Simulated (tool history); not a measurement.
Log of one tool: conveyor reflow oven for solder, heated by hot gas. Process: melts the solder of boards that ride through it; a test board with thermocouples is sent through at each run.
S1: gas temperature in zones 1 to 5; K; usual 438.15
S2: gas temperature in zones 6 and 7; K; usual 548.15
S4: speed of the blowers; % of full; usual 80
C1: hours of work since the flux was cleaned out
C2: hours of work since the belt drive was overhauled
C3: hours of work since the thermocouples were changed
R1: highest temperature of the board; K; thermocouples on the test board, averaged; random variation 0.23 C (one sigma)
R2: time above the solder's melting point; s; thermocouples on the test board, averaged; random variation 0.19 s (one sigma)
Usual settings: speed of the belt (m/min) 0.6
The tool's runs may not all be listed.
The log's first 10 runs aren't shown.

{"run": 11, "hour": 326.1, "S1": 436.15, "S2": 548.15, "speed of the belt (m/min)": 0.6, "S4": 80, "C1": 259, "C2": 215, "C3": 78, "R1": 528.95, "R2": 58.4}
{"run": 12, "hour": 370.6, "S1": 438.15, "S2": 548.15, "speed of the belt (m/min)": 0.6, "S4": 80, "C1": 289, "C2": 244, "C3": 107, "R1": 528.85, "R2": 59}
{"run": 13, "hour": 405.1, "S1": 435.15, "S2": 548.15, "speed of the belt (m/min)": 0.6, "S4": 80, "C1": 312, "C2": 267, "C3": 130, "R1": 528.25, "R2": 57.8}
{"run": 14, "hour": 448.0, "S1": 438.15, "S2": 548.15, "speed of the belt (m/min)": 0.6, "S4": 80, "C1": 340, "C2": 295, "C3": 158, "R1": 528.75, "R2": 59}
{"run": 15, "hour": 484.5, "S1": 438.15, "S2": 548.15, "speed of the belt (m/min)": 0.6, "S4": 80, "C1": 364, "C2": 319, "C3": 182, "R1": 528.55, "R2": 58.9}
{"run": 16, "hour": 504.8, "S1": 438.15, "S2": 548.15, "speed of the belt (m/min)": 0.6, "S4": 72, "C1": 378, "C2": 333, "C3": 196, "R1": 526.95, "R2": 57}
{"run": 17, "hour": 552.8, "S1": 438.15, "S2": 548.15, "speed of the belt (m/min)": 0.484, "S4": 80, "C1": 409, "C2": 365, "C3": 227, "R1": 535.25, "R2": 80.1}
{"run": 18, "hour": 574.5, "S1": 438.15, "S2": 548.15, "speed of the belt (m/min)": 0.484, "S4": 80, "C1": 424, "C2": 379, "C3": 242, "R1": 534.95, "R2": 80}
{"run": 19, "hour": 597.1, "S1": 438.15, "S2": 548.15, "speed of the belt (m/min)": 0.6, "S4": 70, "C1": 439, "C2": 394, "C3": 257, "R1": 525.75, "R2": 56.1}
{"run": 20, "hour": 624.3, "S1": 438.15, "S2": 555.15, "speed of the belt (m/min)": 0.6, "S4": 80, "C1": 457, "C2": 412, "C3": 275, "R1": 533.55, "R2": 62.4}
{"hour": 648.3, "done": "flux residue cleaned out of gas plates and filters"}
{"run": 21, "hour": 653.1, "S1": 438.15, "S2": 555.15, "speed of the belt (m/min)": 0.6, "S4": 80, "C1": 3, "C2": 428, "C3": 291, "R1": 537.65, "R2": 64.8}
{"run": 22, "hour": 688.1, "S1": 438.15, "S2": 548.15, "speed of the belt (m/min)": 0.667, "S4": 83, "C1": 26, "C2": 451, "C3": 314, "R1": 527.75, "R2": 52.6}
{"run": 23, "hour": 713.2, "S1": 452.15, "S2": 539.15, "speed of the belt (m/min)": 0.542, "S4": 63, "C1": 43, "C2": 467, "C3": 330, "R1": 525.25, "R2": 69.4}
{"run": 24, "hour": 754.1, "S1": 436.15, "S2": 538.15, "speed of the belt (m/min)": 0.6, "S4": 80, "C1": 70, "C2": 494, "C3": 357, "R1": 522.75, "R2": 54.1}
{"run": 25, "hour": 781.4, "S1": 434.15, "S2": 554.15, "speed of the belt (m/min)": 0.523, "S4": 68, "C1": 88, "C2": 512, "C3": 375, "R1": 537.85, "R2": 73.5}
{"run": 26, "hour": 829.5, "S1": 436.15, "S2": 554.15, "speed of the belt (m/min)": 0.523, "S4": 68, "C1": 120, "C2": 544, "C3": 407, "R1": 537.95, "R2": 75}
{"run": 27, "hour": 865.3, "S1": 436.15, "S2": 554.15, "speed of the belt (m/min)": 0.523, "S4": 68, "C1": 144, "C2": 568, "C3": 431, "R1": 537.85, "R2": 74.4}
{"run": 28, "hour": 896.0, "S1": 438.15, "S2": 555.15, "speed of the belt (m/min)": 0.68, "S4": 80, "C1": 164, "C2": 588, "C3": 451, "R1": 532.05, "R2": 53.5}
{"run": 29, "hour": 920.2, "S1": 438.15, "S2": 555.15, "speed of the belt (m/min)": 0.68, "S4": 80, "C1": 180, "C2": 604, "C3": 467, "R1": 531.75, "R2": 53.1}
{"run": 30, "hour": 940.6, "S1": 438.15, "S2": 539.15, "speed of the belt (m/min)": 0.705, "S4": 80, "C1": 193, "C2": 618, "C3": 481, "R1": 516.65, "R2": 40.4}
{"run": 31, "hour": 991.3, "S1": 438.15, "S2": 543.15, "speed of the belt (m/min)": 0.6, "S4": 80, "C1": 227, "C2": 651, "C3": 514, "R1": 525.95, "R2": 57.1}
{"hour": 1032.6, "done": "thermocouples of zones 6 and 7 changed"}
{"run": 32, "hour": 1032.6, "S1": 437.15, "S2": 554.15, "speed of the belt (m/min)": 0.6, "S4": 80, "C1": 253, "C2": 677, "C3": 0, "R1": 534.75, "R2": 62.9}

Forecast each of these 3 alternatives for the next run:
{"run": "A", "hour": 1066.9, "S1": 438.15, "S2": 552.15, "speed of the belt (m/min)": 0.6, "S4": 75, "C1": 276, "C2": 700, "C3": 23, "R1": "?", "R2": "?"}
{"run": "B", "hour": 1066.9, "S1": 438.15, "S2": 548.15, "speed of the belt (m/min)": 0.684, "S4": 80, "C1": 276, "C2": 700, "C3": 23, "R1": "?", "R2": "?"}
{"run": "C", "hour": 1066.9, "S1": 439.15, "S2": 554.15, "speed of the belt (m/min)": 0.511, "S4": 80, "C1": 276, "C2": 700, "C3": 23, "R1": "?", "R2": "?"}

run=A R1=531.35 R2=61.3
run=B R1=523.95 R2=47.9
run=C R1=539.95 R2=79.1
Without the tool's hidden state the same runs would have given:
run=A R1=533.65 R2=62.5
run=B R1=526.55 R2=49.7
run=C R1=541.75 R2=79.7
